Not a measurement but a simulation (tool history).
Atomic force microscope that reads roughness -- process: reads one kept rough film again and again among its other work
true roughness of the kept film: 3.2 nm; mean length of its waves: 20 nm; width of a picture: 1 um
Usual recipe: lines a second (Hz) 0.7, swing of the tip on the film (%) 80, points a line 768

| run | hour | lines a second (Hz) | swing of the tip on the film (%) | points a line | roughness of the kept film (nm (root mean square)) |
|---|---|---|---|---|---|
| 1 | 0 | 0.7 | 80 | 768 | 2.147 |
| 2 | 41.3 | 0.7 | 80 | 768 | 1.997 |
| 3 | 83.4 | 2.58 | 80 | 768 | 1.592 |
| 4 | 157 | 2.58 | 80 | 768 | 1.423 |
| 5 | 207.3 | 2.58 | 80 | 768 | 1.322 |
|  | 232.7 | new tip fitted |
| 6 | 268.2 | 3.189 | 80 | 768 | 1.84 |
| 7 | 326.3 | 3.189 | 80 | 768 | 1.648 |
| 8 | 387.8 | 3.189 | 80 | 768 | 1.491 |
| 9 | 419 | 1.128 | 87 | 763 | 1.594 |
| 10 | 469.7 | 0.526 | 76 | 307 | 1.603 |
| 11 | 519.9 | 0.526 | 76 | 307 | 1.498 |
|  | 524.6 | new tip fitted |
| 12 | 567.2 | 0.66 | 65 | 308 | 2.236 |

Below, some changes in roughness of the kept film (nm (root mean square)) between adjacent runs. For each, the amount present without the hidden state too (settings, incoming material, random variation) and the amount remaining for the hidden state with gauge scatter not shared by both compared results:
What the log doesn't record here: radius of the tip, nm; height scale over the true one, %; drift of the gauge itself on roughness_nm, %.
Run 11 -> 12: lines a second (Hz) 0.526 -> 0.66, swing of the tip on the film (%) 76 -> 65, points a line 307 -> 308, new tip fitted. roughness of the kept film (nm (root mean square)) +0.738: hidden state +0.699, all else +0.039.
